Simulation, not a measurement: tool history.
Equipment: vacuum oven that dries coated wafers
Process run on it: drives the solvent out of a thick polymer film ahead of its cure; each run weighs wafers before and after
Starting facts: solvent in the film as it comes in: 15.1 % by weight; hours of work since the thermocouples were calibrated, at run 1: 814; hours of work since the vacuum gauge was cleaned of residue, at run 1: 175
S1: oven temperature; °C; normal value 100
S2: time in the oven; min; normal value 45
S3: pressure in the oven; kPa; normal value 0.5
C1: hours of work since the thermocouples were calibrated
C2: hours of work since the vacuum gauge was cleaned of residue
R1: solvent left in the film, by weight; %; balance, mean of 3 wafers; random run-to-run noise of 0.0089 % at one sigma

run   hour   S1  S2     S3   C1   C2     R1
  1      0  100  45    0.5  814  175  0.942
  2     12  100  45    0.5  820  180  0.918
  3   24.1  100  45    0.5  825  185  0.938
  4   33.2  100  45    0.5  829  189  0.934
  5   41.6  115  45    0.5  832  193  0.175
  6   61.7  115  45    0.5  841  201  0.176
  7   70.9  115  45    0.5  845  205  0.176
  8   87.3  115  45    0.5  852  212  0.184
  9  104.8  115  45  0.337  859  220  0.163
 10  119.2  115  45  0.337  865  226  0.164
 11  135.6  100  45    0.5  872  233  0.949
 12  149.5  100  45    0.5  878  239  0.904
 13  166.9  100  45    0.5  885  246  0.919
 14  182.8  100  45  1.325  892  253  1.125
 15    194   99  45  1.325  897  258  1.207
 16  210.8   87  45    0.5  904  265  2.681
 17  225.6  100  45    0.5  910  271  0.916
 18  235.3  100  45    0.5  914  275  0.913
 19  249.2  100  45    0.5  920  281  0.926
 20  259.7  100  24    0.5  925  286  2.919
 21  271.2  100  24    0.5  930  290  2.915
 22  288.4  100  45    0.5  937  298  0.938
 23  302.2  100  45    0.5  943  304  0.913
 24  313.8  100  45    0.5  948  309  0.917
 25  328.7   90  50  0.678  954  315   1.89
 26  349.3   95  40  0.678  963  324  1.868
 27  369.2  100  45  0.307  971  332  0.859
 28  380.2  100  36  1.215  976  337  1.631
     391.6  -- oven's thermocouples calibrated
 29  401.8   96  33    0.5    4  345  2.677
 30  414.5   96  25    0.5   10  350  3.829
 31  427.8  111  48  0.348   15  356  0.267
 32    446  111  48  0.348   23  364   0.28
 33  464.9  100  67    0.5   31  372  0.453
 34  481.6  110  64    0.5   38  379  0.176
 35  495.5  114  39  0.401   44  385  0.351
 36    515  114  34  0.401   52  393  0.506
 37  530.4  100  81  0.648   59  400  0.342
 38  541.6  111  34  1.423   64  404  0.867
 39  556.5   99  34  0.335   70  411  2.024
 40  566.3   99  34  0.335   74  415  2.037
 41  586.3   99  80  0.335   83  423  0.306
 42  597.3   97  65    0.5   87  428  0.643
 43  607.3   97  65    0.5   92  432  0.651
 44  616.2   97  65    0.5   95  436  0.649
 45  630.1   92  48    0.5  101  442   1.94
 46  646.6   87  42  0.886  108  449  3.443
 47  662.5   92  78  0.392  115  456  0.703
 48    683   89  25  0.424  124  464  5.105

What if the next run were any one of these 3? Each begins from the tool's condition after run 48:
  A  697.8  102  25  0.424  130  471   ?
  B  697.8   89  25  0.411  130  471   ?
  C  697.8  110  54    0.5  130  471   ?

run     R1
  A  2.698
  B  5.138
  C  0.259
The same runs, with their run-to-run variation unchanged, on a tool lacking any hidden condition would have given:
run     R1
  A  2.755
  B    5.2
  C  0.231
